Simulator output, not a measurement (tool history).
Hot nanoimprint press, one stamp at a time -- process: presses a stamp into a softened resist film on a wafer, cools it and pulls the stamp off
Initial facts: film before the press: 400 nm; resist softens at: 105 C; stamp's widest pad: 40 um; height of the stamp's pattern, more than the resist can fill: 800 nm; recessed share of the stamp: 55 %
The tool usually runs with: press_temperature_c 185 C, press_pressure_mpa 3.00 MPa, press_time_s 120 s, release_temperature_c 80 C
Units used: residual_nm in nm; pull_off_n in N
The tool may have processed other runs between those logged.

run    hour  press_temperature_c  press_pressure_mpa  press_time_s  release_temperature_c  residual_nm  pull_off_n
  1     0.0                  185                3.00           120                     80        235.8         206
  2    90.0                  185                3.34           120                     80        225.6         213
      129.9  -- stamp cleaned and given a new release coat
      140.6  -- plate thermocouple calibrated
  3   143.0                  185                3.34            79                     80        258.9         207
  4   189.5                  185                3.34            79                     80        257.9         213
  5   277.0                  191                3.00           120                     80        201.7         204
  6   360.0                  191                3.00           120                     80        202.5         212
  7   416.3                  191                3.00           120                     80        201.4         213
  8   460.1                  191                3.00           120                     80        201.9         218
  9   541.6                  191                3.00           120                     80        201.4         203
 10   594.9                  185                3.00           120                     80        234.6         214
 11   656.7                  185                3.00           120                     80        234.9         202
 12   746.3                  194                3.00           120                     80        186.6         212
      794.4  -- stamp cleaned and given a new release coat
      820.8  -- plate thermocouple calibrated
 13   830.9                  194                3.00           120                     80        186.3         203
 14   919.1                  194                3.00           120                     80        186.3         211
 15   966.1                  185                3.00           120                     80        234.7         205
 16  1046.5                  192                3.00           171                     80        171.2         208
 17  1129.9                  196                3.99           112                     84        160.6         184
 18  1183.3                  185                2.34           166                     75        227.4         220
 19  1263.4                  185                2.34           166                     81        228.0         211
 20  1322.8                  185                3.29           139                     71        214.3         249
 21  1382.2                  185                3.29           139                     71        213.8         246
 22  1431.0                  185                3.29           139                     71        214.3         248
     1462.2  -- stamp cleaned and given a new release coat
     1497.2  -- plate thermocouple calibrated
 23  1506.8                  185                3.29           139                     71        214.4         247
 24  1581.7                  181                1.85           183                     70        262.4         246
 25  1645.5                  180                3.73           114                     80        247.3         206
     1697.8  -- press's hydraulic seals changed and the load cell set to zero
 26  1719.1                  180                3.73           114                     80        247.1         211
 27  1814.4                  185                3.00           120                     68        231.9         254
 28  1893.3                  185                3.00           120                     68        231.3         251
 29  1986.4                  174                2.19           120                     71        313.0         243

Selected run-to-run steps in residual_nm, each split into two signed amounts: the part the tool would show with no hidden state at all (from settings, incoming material and random variation), and the remainder, which goes to the hidden state together with any gauge scatter not common to the measured and the hidden-state-free results:
Hidden state at play: true temperature over the reading, C; pressure that arrives at the usual setting, %; grip of the stamp's worn release coat, % over a new coat's; drift of the gauge itself on residual_nm, %; drift of the gauge itself on pull_off_n, %.
Run 17 -> 18: press_temperature_c 196 -> 185, press_pressure_mpa 3.99 -> 2.34, press_time_s 112 -> 166, release_temperature_c 84 -> 75. residual_nm +66.8 nm: hidden state -1.2, all else +68.0.
Run 28 -> 29: press_temperature_c 185 -> 174, press_pressure_mpa 3.00 -> 2.19, release_temperature_c 68 -> 71. residual_nm +81.7 nm: hidden state -2.1, all else +83.8.
